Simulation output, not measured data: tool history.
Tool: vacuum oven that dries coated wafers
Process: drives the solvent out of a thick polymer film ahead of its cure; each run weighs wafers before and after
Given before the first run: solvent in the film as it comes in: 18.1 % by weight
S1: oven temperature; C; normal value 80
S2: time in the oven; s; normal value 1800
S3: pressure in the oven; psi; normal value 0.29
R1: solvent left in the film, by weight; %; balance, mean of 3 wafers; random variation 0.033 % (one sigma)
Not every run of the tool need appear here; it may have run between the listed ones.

run,day,S1,S2,S3,R1
1,0,80,1800,0.29,1.91
2,2.396,80,1800,0.29,1.81
3,6.117,80,1800,0.29,1.84
# day 8.912: oven's thermocouples calibrated
4,9.629,80,1800,0.29,1.87
5,11.433,80,1800,0.29,1.83
6,14.367,80,1800,0.29,1.88
7,16.575,80,1800,0.29,1.87
8,20.3,80,2580,0.476,1.45
9,23.746,87,1380,0.29,1.59
10,26.079,73,1080,0.29,5.44
11,28.075,69,1920,0.506,4.48

Each row is a separate what-if for the run after 11, all from the same tool condition, not one after another. Results?
A,30.225,69,1920,0.869,?
B,30.225,80,1560,0.29,?
C,30.225,69,1860,0.276,?
D,30.225,78,2220,0.457,?

run,R1
A,5.41
B,2.37
C,3.87
D,1.94
Without the tool's hidden state the same runs would have given:
run,R1
A,5.4
B,2.35
C,3.85
D,1.92
